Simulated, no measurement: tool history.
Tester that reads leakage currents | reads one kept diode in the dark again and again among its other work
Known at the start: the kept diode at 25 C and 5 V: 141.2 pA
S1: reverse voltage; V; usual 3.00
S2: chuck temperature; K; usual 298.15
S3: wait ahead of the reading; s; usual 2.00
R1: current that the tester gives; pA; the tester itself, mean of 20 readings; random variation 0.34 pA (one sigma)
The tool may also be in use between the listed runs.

run 1 hour=0.0 | S1=3.00 S2=298.15 S3=2.00 | R1=111.78
run 2 hour=26.0 | S1=3.00 S2=298.15 S3=2.00 | R1=111.16
run 3 hour=78.9 | S1=3.00 S2=298.15 S3=2.00 | R1=111.05
run 4 hour=104.5 | S1=3.00 S2=298.15 S3=2.00 | R1=111.50
run 5 hour=133.4 | S1=3.00 S2=298.15 S3=0.81 | R1=111.88
run 6 hour=187.3 | S1=3.00 S2=298.15 S3=0.81 | R1=111.59
run 7 hour=234.7 | S1=3.00 S2=298.15 S3=2.00 | R1=111.72
run 8 hour=274.4 | S1=1.09 S2=298.15 S3=2.00 | R1=70.11
run 9 hour=314.5 | S1=1.09 S2=298.15 S3=2.00 | R1=69.51
run 10 hour=367.5 | S1=16.25 S2=298.15 S3=2.00 | R1=245.55
run 11 hour=406.8 | S1=16.25 S2=298.15 S3=2.00 | R1=245.66
run 12 hour=441.1 | S1=16.25 S2=298.15 S3=2.00 | R1=244.73
run 13 hour=467.4 | S1=16.25 S2=298.15 S3=2.00 | R1=244.73
run 14 hour=504.3 | S1=3.00 S2=296.15 S3=2.00 | R1=92.94
run 15 hour=528.8 | S1=3.00 S2=296.15 S3=2.00 | R1=93.43
run 16 hour=578.3 | S1=3.00 S2=298.15 S3=2.00 | R1=111.59
-- hour=619.2 probe card cleaned and baked
run 17 hour=619.8 | S1=3.00 S2=298.15 S3=2.00 | R1=111.25
run 18 hour=672.1 | S1=3.00 S2=298.15 S3=2.00 | R1=111.24
run 19 hour=696.2 | S1=3.00 S2=298.15 S3=2.00 | R1=111.35
run 20 hour=734.0 | S1=3.00 S2=298.15 S3=2.00 | R1=111.59
run 21 hour=782.1 | S1=3.00 S2=321.15 S3=2.00 | R1=750.45
run 22 hour=805.6 | S1=3.00 S2=321.15 S3=7.48 | R1=751.92
run 23 hour=845.1 | S1=12.41 S2=321.15 S3=7.48 | R1=1451.00
run 24 hour=870.3 | S1=15.18 S2=298.15 S3=1.32 | R1=237.65
run 25 hour=916.4 | S1=15.18 S2=299.15 S3=0.87 | R1=259.78
run 26 hour=966.1 | S1=14.16 S2=312.15 S3=7.31 | R1=757.23
-- hour=999.0 chuck's temperature calibrated
run 27 hour=1016.6 | S1=3.86 S2=298.15 S3=7.31 | R1=125.52
run 28 hour=1052.7 | S1=7.01 S2=298.15 S3=0.77 | R1=165.66
run 29 hour=1095.9 | S1=19.04 S2=325.15 S3=1.51 | R1=2384.83
run 30 hour=1146.2 | S1=10.74 S2=316.15 S3=0.97 | R1=919.56
run 31 hour=1169.3 | S1=1.29 S2=308.15 S3=6.22 | R1=178.44
run 32 hour=1217.8 | S1=1.29 S2=330.15 S3=1.66 | R1=993.72
run 33 hour=1271.2 | S1=1.16 S2=310.15 S3=1.66 | R1=201.90
run 34 hour=1304.8 | S1=1.16 S2=310.15 S3=1.66 | R1=201.50
run 35 hour=1334.0 | S1=9.49 S2=294.15 S3=1.24 | R1=133.19
run 36 hour=1360.1 | S1=4.31 S2=314.15 S3=2.00 | R1=513.97
run 37 hour=1384.7 | S1=4.31 S2=314.15 S3=2.00 | R1=511.59
run 38 hour=1432.1 | S1=19.27 S2=294.15 S3=0.81 | R1=185.65
run 39 hour=1460.9 | S1=19.27 S2=294.15 S3=0.81 | R1=185.08

Some steps in R1 between neighbouring runs. How much of each would the tool show without its hidden state too (settings, what came in, random variation), and how much is left for the hidden state, with any gauge scatter that isn't in both results?
The hidden state here: stray current of the dirty probe card, pA a volt; current scale over the true one, %; true chuck temperature over the reading, C; drift of the gauge itself on leakage_pa, %.
Run 9 -> 10: S1 1.09 -> 16.25. R1 +176.04 pA: hidden state +0.37, all else +175.67.
Run 23 -> 24: S1 12.41 -> 15.18, S2 321.15 -> 298.15, S3 7.48 -> 1.32. R1 -1213.35 pA: hidden state -0.46, all else -1212.89.
Run 26 -> 27: S1 14.16 -> 3.86, S2 312.15 -> 298.15, chuck's temperature calibrated. R1 -631.71 pA: hidden state -0.41, all else -631.30.
Run 28 -> 29: S1 7.01 -> 19.04, S2 298.15 -> 325.15, S3 0.77 -> 1.51. R1 +2219.17 pA: hidden state +0.17, all else +2219.00.
Run 29 -> 30: S1 19.04 -> 10.74, S2 325.15 -> 316.15, S3 1.51 -> 0.97. R1 -1465.27 pA: hidden state -0.09, all else -1465.18.
